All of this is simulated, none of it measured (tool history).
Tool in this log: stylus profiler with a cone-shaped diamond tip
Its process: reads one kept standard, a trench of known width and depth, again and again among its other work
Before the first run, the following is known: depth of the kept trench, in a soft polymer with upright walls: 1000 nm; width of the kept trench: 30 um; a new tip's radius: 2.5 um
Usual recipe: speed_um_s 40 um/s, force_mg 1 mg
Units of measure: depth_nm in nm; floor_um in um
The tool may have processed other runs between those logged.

Run 1, day 0: usual settings. Result: depth_nm 1007.64 nm, floor_um 25.06 um.
Run 2, day 0.792: usual settings. Result: depth_nm 1007.64 nm, floor_um 25.05 um.
Run 3, day 1.371: usual settings. Result: depth_nm 1007.27 nm, floor_um 25.01 um.
Run 4, day 2.471: usual settings. Result: depth_nm 1007.46 nm, floor_um 24.99 um.
Run 5, day 3.071: usual settings. Result: depth_nm 1007.67 nm, floor_um 24.99 um.
Run 6, day 4.046: usual settings. Result: depth_nm 1007.22 nm, floor_um 24.95 um.
Run 7, day 4.812: usual settings. Result: depth_nm 1007.45 nm, floor_um 24.86 um.
Run 8, day 5.692: usual settings but speed_um_s 74 um/s. Result: depth_nm 1007.69 nm, floor_um 24.71 um.
Run 9, day 6.808: usual settings but speed_um_s 74 um/s. Result: depth_nm 1007.08 nm, floor_um 24.69 um.
Run 10, day 7.467: usual settings. Result: depth_nm 1007.11 nm, floor_um 24.82 um.
Run 11, day 8.612: usual settings. Result: depth_nm 1007.12 nm, floor_um 24.76 um.
Run 12, day 9.596: usual settings. Result: depth_nm 1006.86 nm, floor_um 24.68 um.
Run 13, day 10.488: usual settings but force_mg 1.44 mg. Result: depth_nm 1009.31 nm, floor_um 24.72 um.
Run 14, day 11.329: usual settings but force_mg 1.44 mg. Result: depth_nm 1009.24 nm, floor_um 24.74 um.
Run 15, day 12: usual settings but speed_um_s 95 um/s. Result: depth_nm 1006.9 nm, floor_um 24.39 um.
Run 16, day 13.1: usual settings but speed_um_s 95 um/s. Result: depth_nm 1007.14 nm, floor_um 24.41 um.
At day 13.221: height scale calibrated on a step standard.
Run 17, day 13.788: usual settings but speed_um_s 95 um/s. Result: depth_nm 1006.4 nm, floor_um 24.32 um.
Run 18, day 14.771: usual settings but speed_um_s 95 um/s. Result: depth_nm 1006.85 nm, floor_um 24.24 um.
Run 19, day 15.354: usual settings but speed_um_s 19 um/s. Result: depth_nm 1006.43 nm, floor_um 24.64 um.
Run 20, day 16.371: usual settings. Result: depth_nm 1006.46 nm, floor_um 24.52 um.
At day 17.146: height scale calibrated on a step standard, once more.
Run 21, day 17.162: usual settings but force_mg 0.35 mg. Result: depth_nm 1003.88 nm, floor_um 24.34 um.
Run 22, day 17.9: usual settings but force_mg 0.35 mg. Result: depth_nm 1003.96 nm, floor_um 24.31 um.
Run 23, day 18.579: usual settings but force_mg 0.35 mg. Result: depth_nm 1003.52 nm, floor_um 24.36 um.
Run 24, day 19.133: usual settings but speed_um_s 38 um/s, force_mg 0.61 mg. Result: depth_nm 1005.61 nm, floor_um 24.39 um.
Run 25, day 19.875: usual settings but speed_um_s 13 um/s. Result: depth_nm 1008.14 nm, floor_um 24.53 um.
Run 26, day 21.017: usual settings but speed_um_s 37 um/s. Result: depth_nm 1007.91 nm, floor_um 24.39 um.
Run 27, day 21.946: usual settings but speed_um_s 22 um/s. Result: depth_nm 1008.25 nm, floor_um 24.42 um.
Run 28, day 22.558: usual settings but speed_um_s 20 um/s, force_mg 0.37 mg. Result: depth_nm 1003.69 nm, floor_um 24.37 um.
Run 29, day 23.408: usual settings but speed_um_s 75 um/s. Result: depth_nm 1007.84 nm, floor_um 24.1 um.
Run 30, day 24.275: usual settings but speed_um_s 54 um/s, force_mg 1.99 mg. Result: depth_nm 1012.32 nm, floor_um 24.3 um.
Run 31, day 24.775: usual settings but speed_um_s 143 um/s, force_mg 1.36 mg. Result: depth_nm 1009.58 nm, floor_um 23.82 um.
Run 32, day 25.483: usual settings but speed_um_s 143 um/s, force_mg 0.34 mg. Result: depth_nm 1003.78 nm, floor_um 23.27 um.
Run 33, day 26.121: usual settings but speed_um_s 14 um/s, force_mg 1.12 mg. Result: depth_nm 1008.3 nm, floor_um 24.3 um.
Run 34, day 27.25: usual settings but speed_um_s 25 um/s, force_mg 1.12 mg. Result: depth_nm 1008.22 nm, floor_um 24.28 um.
Run 35, day 28.371: usual settings but speed_um_s 47 um/s, force_mg 2.15 mg. Result: depth_nm 1012.88 nm, floor_um 24.17 um.
Run 36, day 28.95: usual settings but speed_um_s 47 um/s, force_mg 2.15 mg. Result: depth_nm 1012.63 nm, floor_um 24.21 um.
Run 37, day 29.538: usual settings but speed_um_s 36 um/s, force_mg 1.23 mg. Result: depth_nm 1009.02 nm, floor_um 24.1 um.
Run 38, day 30.458: usual settings but speed_um_s 84 um/s, force_mg 1.11 mg. Result: depth_nm 1007.89 nm, floor_um 23.92 um.
At day 31: new tip fitted, height scale calibrated.
Run 39, day 31.238: usual settings but speed_um_s 11 um/s, force_mg 1.11 mg. Result: depth_nm 1008.46 nm, floor_um 25.94 um.
Run 40, day 31.854: usual settings but speed_um_s 74 um/s, force_mg 0.43 mg. Result: depth_nm 1004.76 nm, floor_um 25.48 um.
Run 41, day 32.462: usual settings but speed_um_s 139 um/s, force_mg 0.52 mg. Result: depth_nm 1005.38 nm, floor_um 25.08 um.
Run 42, day 33.2: usual settings but force_mg 1.39 mg. Result: depth_nm 1010.05 nm, floor_um 25.81 um.
Run 43, day 34.358: usual settings but force_mg 1.39 mg. Result: depth_nm 1010.39 nm, floor_um 25.75 um.
Run 44, day 35.358: usual settings but force_mg 0.53 mg. Result: depth_nm 1004.98 nm, floor_um 25.58 um.
Run 45, day 36.325: usual settings but speed_um_s 82 um/s, force_mg 0.58 mg. Result: depth_nm 1004.98 nm, floor_um 25.28 um.
Run 46, day 36.896: usual settings but speed_um_s 143 um/s, force_mg 0.92 mg. Result: depth_nm 1007.29 nm, floor_um 25.07 um.

For some of the steps in depth_nm from one run to the next: how much would appear even if the tool had no hidden state, given the settings, what came in and random variation, and how much remains for the hidden state plus any gauge scatter that the measured result and the result without hidden state don't share?
Hidden state present: radius of the tip, um; height scale over the true one, %; drift of the gauge itself on depth_nm, %; drift of the gauge itself on floor_um, %.
Run 16 -> 17: height scale calibrated on a step standard. depth_nm -0.74 nm: hidden state -0.53, all else -0.21.
Run 20 -> 21: force_mg 1 -> 0.35, height scale calibrated on a step standard, once more. depth_nm -2.58 nm: hidden state +1.63, all else -4.21.
Run 31 -> 32: force_mg 1.36 -> 0.34. depth_nm -5.8 nm: hidden state -0.03, all else -5.77.
Run 38 -> 39: speed_um_s 84 -> 11, new tip fitted, height scale calibrated. depth_nm +0.57 nm: hidden state +0.87, all else -0.3.
Run 41 -> 42: speed_um_s 139 -> 40, force_mg 0.52 -> 1.39. depth_nm +4.67 nm: hidden state -0.02, all else +4.69.
Run 43 -> 44: force_mg 1.39 -> 0.53. depth_nm -5.41 nm: hidden state -0.05, all else -5.36.
